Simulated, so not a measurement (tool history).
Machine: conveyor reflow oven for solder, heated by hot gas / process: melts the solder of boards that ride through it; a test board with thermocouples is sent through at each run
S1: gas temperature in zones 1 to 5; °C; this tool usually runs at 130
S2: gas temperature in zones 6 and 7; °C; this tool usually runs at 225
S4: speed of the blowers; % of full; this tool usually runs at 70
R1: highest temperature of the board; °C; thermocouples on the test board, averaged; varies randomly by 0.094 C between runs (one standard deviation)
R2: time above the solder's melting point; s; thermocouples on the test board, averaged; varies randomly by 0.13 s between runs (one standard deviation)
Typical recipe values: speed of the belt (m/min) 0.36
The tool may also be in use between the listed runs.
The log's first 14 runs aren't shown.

run 15 day=13.121 | S1=131 S2=225 speed_of_the_belt_(m/min)=0.36 S4=70 | R1=206.91 R2=58.6
run 16 day=13.746 | S1=130 S2=238 speed_of_the_belt_(m/min)=0.36 S4=70 | R1=217.48 R2=71.3
run 17 day=14.4 | S1=130 S2=238 speed_of_the_belt_(m/min)=0.36 S4=70 | R1=217.59 R2=71.3
run 18 day=15.571 | S1=130 S2=238 speed_of_the_belt_(m/min)=0.36 S4=70 | R1=217.47 R2=71
run 19 day=16.15 | S1=144 S2=218 speed_of_the_belt_(m/min)=0.36 S4=71 | R1=203.72 R2=60.9
run 20 day=16.796 | S1=144 S2=218 speed_of_the_belt_(m/min)=0.36 S4=71 | R1=203.57 R2=60.5
run 21 day=17.779 | S1=144 S2=218 speed_of_the_belt_(m/min)=0.36 S4=71 | R1=203.46 R2=60.8
run 22 day=18.479 | S1=144 S2=218 speed_of_the_belt_(m/min)=0.36 S4=71 | R1=203.45 R2=60.7
run 23 day=19.054 | S1=144 S2=218 speed_of_the_belt_(m/min)=0.36 S4=71 | R1=203.53 R2=60.5
-- day=19.829 flux residue cleaned out of gas plates and filters
run 24 day=19.946 | S1=144 S2=218 speed_of_the_belt_(m/min)=0.36 S4=71 | R1=205.04 R2=64.2
run 25 day=21.279 | S1=129 S2=225 speed_of_the_belt_(m/min)=0.36 S4=70 | R1=208.22 R2=60.5
run 26 day=22.238 | S1=140 S2=225 speed_of_the_belt_(m/min)=0.344 S4=83 | R1=213.6 R2=77.1
run 27 day=23.225 | S1=132 S2=225 speed_of_the_belt_(m/min)=0.344 S4=83 | R1=212.37 R2=71.8
run 28 day=23.779 | S1=123 S2=225 speed_of_the_belt_(m/min)=0.337 S4=76 | R1=210.64 R2=66.5
run 29 day=24.962 | S1=134 S2=238 speed_of_the_belt_(m/min)=0.337 S4=76 | R1=223.61 R2=84.9
run 30 day=25.55 | S1=130 S2=224 speed_of_the_belt_(m/min)=0.43 S4=70 | R1=201.33 R2=40.3
run 31 day=26.583 | S1=116 S2=225 speed_of_the_belt_(m/min)=0.359 S4=70 | R1=205.78 R2=52.5
run 32 day=27.55 | S1=130 S2=226 speed_of_the_belt_(m/min)=0.36 S4=70 | R1=208.91 R2=62

Alternative continuations, all from the tool just after run 32; predict every row:
run A day=28.421 | S1=135 S2=237 speed_of_the_belt_(m/min)=0.36 S4=70 | R1=? R2=?
run B day=28.421 | S1=120 S2=224 speed_of_the_belt_(m/min)=0.307 S4=70 | R1=? R2=?
run C day=28.421 | S1=130 S2=237 speed_of_the_belt_(m/min)=0.345 S4=61 | R1=? R2=?

run=A R1=219.32 R2=75.3
run=B R1=210.44 R2=72.9
run=C R1=217.49 R2=74.5
Without the tool's hidden state the same runs would have given:
run=A R1=219.18 R2=75
run=B R1=210.23 R2=72.5
run=C R1=217.33 R2=74.1
